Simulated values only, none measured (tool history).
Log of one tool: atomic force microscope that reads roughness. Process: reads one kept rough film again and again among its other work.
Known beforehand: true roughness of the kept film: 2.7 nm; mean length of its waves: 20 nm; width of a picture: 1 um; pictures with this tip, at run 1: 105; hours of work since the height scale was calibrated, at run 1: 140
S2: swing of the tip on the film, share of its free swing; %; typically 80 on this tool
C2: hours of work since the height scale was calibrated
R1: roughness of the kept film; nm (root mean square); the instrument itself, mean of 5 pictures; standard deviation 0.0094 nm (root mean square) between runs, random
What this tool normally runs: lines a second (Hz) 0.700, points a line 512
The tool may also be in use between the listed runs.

{"run": 1, "hour": 0.0, "lines a second (Hz)": 0.7, "S2": 80, "points a line": 512, "pictures with this tip": 105, "C2": 140, "R1": 1.763}
{"run": 2, "hour": 13.9, "lines a second (Hz)": 0.7, "S2": 80, "points a line": 512, "pictures with this tip": 123, "C2": 148, "R1": 1.724}
{"run": 3, "hour": 23.5, "lines a second (Hz)": 0.7, "S2": 80, "points a line": 512, "pictures with this tip": 135, "C2": 154, "R1": 1.685}
{"run": 4, "hour": 35.0, "lines a second (Hz)": 0.7, "S2": 80, "points a line": 512, "pictures with this tip": 150, "C2": 161, "R1": 1.675}
{"hour": 36.6, "done": "new tip fitted"}
{"run": 5, "hour": 43.1, "lines a second (Hz)": 0.7, "S2": 80, "points a line": 512, "pictures with this tip": 8, "C2": 166, "R1": 2.076}
{"run": 6, "hour": 58.8, "lines a second (Hz)": 0.7, "S2": 80, "points a line": 512, "pictures with this tip": 28, "C2": 175, "R1": 2.02}
{"run": 7, "hour": 67.0, "lines a second (Hz)": 0.7, "S2": 80, "points a line": 512, "pictures with this tip": 39, "C2": 180, "R1": 1.978}
{"run": 8, "hour": 82.7, "lines a second (Hz)": 0.7, "S2": 80, "points a line": 512, "pictures with this tip": 59, "C2": 189, "R1": 1.916}
{"run": 9, "hour": 89.7, "lines a second (Hz)": 0.7, "S2": 80, "points a line": 512, "pictures with this tip": 68, "C2": 193, "R1": 1.871}
{"run": 10, "hour": 100.3, "lines a second (Hz)": 0.7, "S2": 80, "points a line": 512, "pictures with this tip": 81, "C2": 200, "R1": 1.833}
{"run": 11, "hour": 111.4, "lines a second (Hz)": 0.7, "S2": 80, "points a line": 512, "pictures with this tip": 96, "C2": 207, "R1": 1.801}
{"run": 12, "hour": 125.6, "lines a second (Hz)": 0.7, "S2": 80, "points a line": 512, "pictures with this tip": 114, "C2": 215, "R1": 1.776}
{"run": 13, "hour": 134.8, "lines a second (Hz)": 0.7, "S2": 80, "points a line": 512, "pictures with this tip": 126, "C2": 221, "R1": 1.717}
{"run": 14, "hour": 145.6, "lines a second (Hz)": 0.7, "S2": 80, "points a line": 512, "pictures with this tip": 140, "C2": 227, "R1": 1.69}
{"run": 15, "hour": 153.6, "lines a second (Hz)": 0.7, "S2": 80, "points a line": 360, "pictures with this tip": 150, "C2": 232, "R1": 1.656}
{"hour": 155.0, "done": "new tip fitted"}
{"run": 16, "hour": 162.1, "lines a second (Hz)": 2.901, "S2": 56, "points a line": 893, "pictures with this tip": 9, "C2": 237, "R1": 2.076}
{"run": 17, "hour": 172.4, "lines a second (Hz)": 0.7, "S2": 80, "points a line": 298, "pictures with this tip": 22, "C2": 243, "R1": 1.979}
{"run": 18, "hour": 187.6, "lines a second (Hz)": 0.987, "S2": 71, "points a line": 512, "pictures with this tip": 42, "C2": 252, "R1": 1.968}
{"run": 19, "hour": 197.8, "lines a second (Hz)": 1.674, "S2": 72, "points a line": 380, "pictures with this tip": 55, "C2": 258, "R1": 1.837}
{"run": 20, "hour": 204.9, "lines a second (Hz)": 1.948, "S2": 80, "points a line": 417, "pictures with this tip": 64, "C2": 262, "R1": 1.692}
{"run": 21, "hour": 213.2, "lines a second (Hz)": 2.423, "S2": 61, "points a line": 715, "pictures with this tip": 75, "C2": 267, "R1": 1.837}
{"run": 22, "hour": 226.9, "lines a second (Hz)": 0.566, "S2": 83, "points a line": 826, "pictures with this tip": 92, "C2": 276, "R1": 1.832}
{"run": 23, "hour": 240.6, "lines a second (Hz)": 2.154, "S2": 70, "points a line": 570, "pictures with this tip": 110, "C2": 284, "R1": 1.681}
{"run": 24, "hour": 253.6, "lines a second (Hz)": 1.388, "S2": 61, "points a line": 512, "pictures with this tip": 127, "C2": 292, "R1": 1.76}
{"run": 25, "hour": 264.1, "lines a second (Hz)": 1.388, "S2": 61, "points a line": 512, "pictures with this tip": 140, "C2": 298, "R1": 1.729}

Forecast each of these 4 alternatives for the next run:
{"hour": 273.7, "done": "new tip fitted"}
{"run": "A", "hour": 273.9, "lines a second (Hz)": 2.415, "S2": 64, "points a line": 512, "pictures with this tip": 0, "C2": 303, "R1": "?"}
{"hour": 273.7, "done": "new tip fitted"}
{"run": "B", "hour": 273.9, "lines a second (Hz)": 1.14, "S2": 88, "points a line": 471, "pictures with this tip": 0, "C2": 303, "R1": "?"}
{"hour": 273.7, "done": "new tip fitted"}
{"run": "C", "hour": 273.9, "lines a second (Hz)": 0.541, "S2": 87, "points a line": 690, "pictures with this tip": 0, "C2": 303, "R1": "?"}
{"hour": 273.7, "done": "new tip fitted"}
{"run": "D", "hour": 273.9, "lines a second (Hz)": 2.774, "S2": 80, "points a line": 512, "pictures with this tip": 0, "C2": 303, "R1": "?"}

run=A R1=2.061
run=B R1=1.945
run=C R1=2.086
run=D R1=1.784
Without the tool's hidden state the same runs would have given:
run=A R1=2.076
run=B R1=1.959
run=C R1=2.100
run=D R1=1.797
